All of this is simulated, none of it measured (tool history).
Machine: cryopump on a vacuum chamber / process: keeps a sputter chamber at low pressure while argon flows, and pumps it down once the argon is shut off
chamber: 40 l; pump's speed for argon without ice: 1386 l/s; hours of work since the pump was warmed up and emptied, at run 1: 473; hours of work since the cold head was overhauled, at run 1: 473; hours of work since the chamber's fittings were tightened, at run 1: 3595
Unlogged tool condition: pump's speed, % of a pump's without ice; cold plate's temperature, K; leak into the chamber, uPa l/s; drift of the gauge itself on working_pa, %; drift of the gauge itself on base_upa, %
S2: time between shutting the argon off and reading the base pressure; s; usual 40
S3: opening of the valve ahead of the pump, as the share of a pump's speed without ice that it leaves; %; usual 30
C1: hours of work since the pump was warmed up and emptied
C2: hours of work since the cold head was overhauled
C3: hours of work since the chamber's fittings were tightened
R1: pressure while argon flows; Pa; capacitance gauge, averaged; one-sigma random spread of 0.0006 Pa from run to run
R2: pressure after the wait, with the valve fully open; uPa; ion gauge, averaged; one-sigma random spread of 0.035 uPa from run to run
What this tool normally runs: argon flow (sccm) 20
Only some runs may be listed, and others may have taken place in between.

Run 1, hour 0: usual settings; C1 473; C2 473; C3 3595. Result: R1 0.084 Pa, R2 2.32 uPa.
Run 2, hour 22.5: usual settings; C1 490; C2 490; C3 3612. Result: R1 0.0827 Pa, R2 2.35 uPa.
Run 3, hour 38.8: usual settings; C1 503; C2 503; C3 3624. Result: R1 0.0844 Pa, R2 2.29 uPa.
Run 4, hour 63.1: usual settings; C1 521; C2 521; C3 3643. Result: R1 0.0834 Pa, R2 2.25 uPa.
Run 5, hour 74.4: usual settings but S2 67 s; C1 530; C2 530; C3 3652. Result: R1 0.0847 Pa, R2 1.61 uPa.
Run 6, hour 98.6: usual settings but S2 67 s; C1 548; C2 548; C3 3670. Result: R1 0.0845 Pa, R2 1.65 uPa.
Run 7, hour 114.3: usual settings; C1 560; C2 560; C3 3682. Result: R1 0.0846 Pa, R2 2.37 uPa.
Run 8, hour 133.9: usual settings; C1 575; C2 575; C3 3697. Result: R1 0.0842 Pa, R2 2.28 uPa.
Run 9, hour 152: usual settings; C1 589; C2 589; C3 3711. Result: R1 0.084 Pa, R2 2.38 uPa.
Run 10, hour 171.4: usual settings but argon flow (sccm) 18, S2 100 s; C1 604; C2 604; C3 3725. Result: R1 0.0755 Pa, R2 1.3 uPa.
Run 11, hour 185.4: usual settings but argon flow (sccm) 18, S2 100 s; C1 614; C2 614; C3 3736. Result: R1 0.0752 Pa, R2 1.34 uPa.
Run 12, hour 202.2: usual settings but argon flow (sccm) 18, S2 43 s, S3 58 %; C1 627; C2 627; C3 3749. Result: R1 0.0402 Pa, R2 2.21 uPa.
Run 13, hour 214.8: usual settings but argon flow (sccm) 34, S3 42 %; C1 637; C2 637; C3 3759. Result: R1 0.1044 Pa, R2 2.25 uPa.
Run 14, hour 232: usual settings but argon flow (sccm) 26, S3 29 %; C1 650; C2 650; C3 3772. Result: R1 0.1148 Pa, R2 2.38 uPa.
Run 15, hour 250: usual settings but argon flow (sccm) 26, S3 29 %; C1 664; C2 664; C3 3785. Result: R1 0.1134 Pa, R2 2.35 uPa.
Run 16, hour 261: usual settings but argon flow (sccm) 33, S2 47 s, S3 22 %; C1 672; C2 672; C3 3794. Result: R1 0.1872 Pa, R2 2.09 uPa.
Run 17, hour 275.2: usual settings but argon flow (sccm) 13, S2 194 s, S3 36 %; C1 683; C2 683; C3 3805. Result: R1 0.0464 Pa, R2 1.06 uPa.
Run 18, hour 289.6: usual settings but argon flow (sccm) 13, S2 194 s, S3 57 %; C1 694; C2 694; C3 3816. Result: R1 0.0303 Pa, R2 1.01 uPa.

Consider 4 possible next runs. They are alternatives, not a sequence: every one starts from the tool as it was left by run 18. What does each give?
Run A, hour 306.6: usual settings but argon flow (sccm) 9, S2 25 s, S3 45 %; C1 707; C2 707; C3 3828. Result: R1 ?, R2 ?.
Run B, hour 306.6: usual settings but argon flow (sccm) 17, S2 194 s, S3 43 %; C1 707; C2 707; C3 3828. Result: R1 ?, R2 ?.
Run C, hour 306.6: usual settings but argon flow (sccm) 29, S2 140 s, S3 47 %; C1 707; C2 707; C3 3828. Result: R1 ?, R2 ?.
Run D, hour 306.6: usual settings but argon flow (sccm) 11, S2 289 s, S3 21 %; C1 707; C2 707; C3 3828. Result: R1 ?, R2 ?.

run      R1    R2
  A  0.0259  3.33
  B  0.0508  1.06
  C  0.0808  1.17
  D  0.0669  0.94
Without the tool's hidden state the same runs would have given:
run      R1    R2
  A  0.0241  2.86
  B  0.0475  0.58
  C   0.075  0.69
  D  0.0648  0.48
